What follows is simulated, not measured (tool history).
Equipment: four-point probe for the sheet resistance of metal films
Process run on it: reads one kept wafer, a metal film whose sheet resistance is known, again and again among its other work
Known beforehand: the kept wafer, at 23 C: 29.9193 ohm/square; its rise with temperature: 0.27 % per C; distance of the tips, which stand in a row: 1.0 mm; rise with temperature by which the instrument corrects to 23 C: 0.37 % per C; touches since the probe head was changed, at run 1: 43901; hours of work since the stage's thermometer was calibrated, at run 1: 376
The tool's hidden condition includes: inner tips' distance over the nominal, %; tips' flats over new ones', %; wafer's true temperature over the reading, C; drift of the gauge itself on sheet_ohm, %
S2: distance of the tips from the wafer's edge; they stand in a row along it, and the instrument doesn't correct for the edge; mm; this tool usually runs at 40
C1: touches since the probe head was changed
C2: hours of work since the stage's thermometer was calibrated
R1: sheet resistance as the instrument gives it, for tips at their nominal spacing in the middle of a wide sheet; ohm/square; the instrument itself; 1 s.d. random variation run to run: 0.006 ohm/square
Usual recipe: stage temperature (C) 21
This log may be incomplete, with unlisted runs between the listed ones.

run 1 hour=0 | stage_temperature_(C)=21 S2=40 | C1=43901 C2=376 | R1=29.819476
run 2 hour=13.8 | stage_temperature_(C)=21 S2=40 | C1=44852 C2=387 | R1=29.816896
run 3 hour=37 | stage_temperature_(C)=21 S2=40 | C1=46451 C2=405 | R1=29.80644
run 4 hour=66.6 | stage_temperature_(C)=21 S2=40 | C1=48497 C2=429 | R1=29.809225
run 5 hour=96.8 | stage_temperature_(C)=21 S2=40 | C1=50583 C2=452 | R1=29.798589
run 6 hour=126.3 | stage_temperature_(C)=21 S2=6 | C1=52615 C2=475 | R1=30.238208
run 7 hour=159.6 | stage_temperature_(C)=21 S2=6 | C1=54915 C2=502 | R1=30.232595
run 8 hour=190 | stage_temperature_(C)=34 S2=40 | C1=57016 C2=525 | R1=29.428752
run 9 hour=219 | stage_temperature_(C)=34 S2=40 | C1=59016 C2=548 | R1=29.415568
run 10 hour=249 | stage_temperature_(C)=34 S2=40 | C1=61085 C2=572 | R1=29.397877
run 11 hour=279.9 | stage_temperature_(C)=21 S2=40 | C1=63218 C2=596 | R1=29.786453
run 12 hour=304.9 | stage_temperature_(C)=21 S2=40 | C1=64942 C2=616 | R1=29.788652
run 13 hour=335.9 | stage_temperature_(C)=21 S2=40 | C1=67085 C2=640 | R1=29.790906
run 14 hour=361.3 | stage_temperature_(C)=21 S2=40 | C1=68838 C2=660 | R1=29.78392
run 15 hour=384.7 | stage_temperature_(C)=21 S2=40 | C1=70448 C2=678 | R1=29.786149
run 16 hour=402.3 | stage_temperature_(C)=21 S2=40 | C1=71668 C2=692 | R1=29.780781
run 17 hour=424.8 | stage_temperature_(C)=21 S2=40 | C1=73217 C2=710 | R1=29.778346
run 18 hour=445.6 | stage_temperature_(C)=21 S2=40 | C1=74657 C2=726 | R1=29.779252
run 19 hour=471.7 | stage_temperature_(C)=21 S2=40 | C1=76454 C2=747 | R1=29.789167
run 20 hour=501.4 | stage_temperature_(C)=21 S2=6 | C1=78507 C2=770 | R1=30.201135
run 21 hour=520.2 | stage_temperature_(C)=21 S2=6 | C1=79801 C2=785 | R1=30.207895
run 22 hour=547.3 | stage_temperature_(C)=21 S2=6 | C1=81674 C2=806 | R1=30.201446
run 23 hour=566.3 | stage_temperature_(C)=19 S2=5 | C1=82983 C2=821 | R1=30.461555
run 24 hour=596.4 | stage_temperature_(C)=19 S2=5 | C1=85061 C2=844 | R1=30.455684
run 25 hour=615.6 | stage_temperature_(C)=28 S2=24 | C1=86389 C2=860 | R1=29.57385
run 26 hour=639 | stage_temperature_(C)=28 S2=24 | C1=88004 C2=878 | R1=29.571934
run 27 hour=660 | stage_temperature_(C)=28 S2=24 | C1=89448 C2=894 | R1=29.57177
run 28 hour=683.4 | stage_temperature_(C)=31 S2=18 | C1=91065 C2=913 | R1=29.505429
run 29 hour=706.5 | stage_temperature_(C)=31 S2=43 | C1=92659 C2=931 | R1=29.456117
run 30 hour=731.9 | stage_temperature_(C)=31 S2=43 | C1=94413 C2=951 | R1=29.455945
run 31 hour=751.8 | stage_temperature_(C)=21 S2=67 | C1=95782 C2=966 | R1=29.740781
run 32 hour=785 | stage_temperature_(C)=21 S2=67 | C1=98078 C2=993 | R1=29.749338
run 33 hour=800.7 | stage_temperature_(C)=25 S2=9 | C1=99162 C2=1005 | R1=29.816144
run 34 hour=821.7 | stage_temperature_(C)=25 S2=9 | C1=100609 C2=1021 | R1=29.817984
run 35 hour=840.8 | stage_temperature_(C)=29 S2=52 | C1=101927 C2=1036 | R1=29.512549
run 36 hour=867.4 | stage_temperature_(C)=20 S2=44 | C1=103764 C2=1057 | R1=29.779759
run 37 hour=887.6 | stage_temperature_(C)=22 S2=9 | C1=105159 C2=1073 | R1=29.905239
run 38 hour=909.2 | stage_temperature_(C)=31 S2=5 | C1=106647 C2=1090 | R1=30.055123
run 39 hour=931 | stage_temperature_(C)=29 S2=6 | C1=108150 C2=1107 | R1=29.93221
run 40 hour=959.3 | stage_temperature_(C)=19 S2=6 | C1=110109 C2=1129 | R1=30.238216
run 41 hour=976.9 | stage_temperature_(C)=19 S2=6 | C1=111322 C2=1143 | R1=30.237132
run 42 hour=1010.3 | stage_temperature_(C)=25 S2=54 | C1=113626 C2=1169 | R1=29.607595

Here are 5 independent what-if runs from the current tool condition. What would each one return?
run A hour=1032.6 | stage_temperature_(C)=18 S2=28 | C1=115164 C2=1187 | R1=?
run B hour=1032.6 | stage_temperature_(C)=24 S2=52 | C1=115164 C2=1187 | R1=?
run C hour=1032.6 | stage_temperature_(C)=21 S2=45 | C1=115164 C2=1187 | R1=?
run D hour=1032.6 | stage_temperature_(C)=19 S2=6 | C1=115164 C2=1187 | R1=?
run E hour=1032.6 | stage_temperature_(C)=31 S2=11 | C1=115164 C2=1187 | R1=?

run=A R1=29.847414
run=B R1=29.648287
run=C R1=29.73755
run=D R1=30.240111
run=E R1=29.562134
The same runs, with their run-to-run variation unchanged, on a tool lacking any hidden condition would have given:
run=A R1=30.101436
run=B R1=29.900243
run=C R1=29.990452
run=D R1=30.497154
run=E R1=29.812856
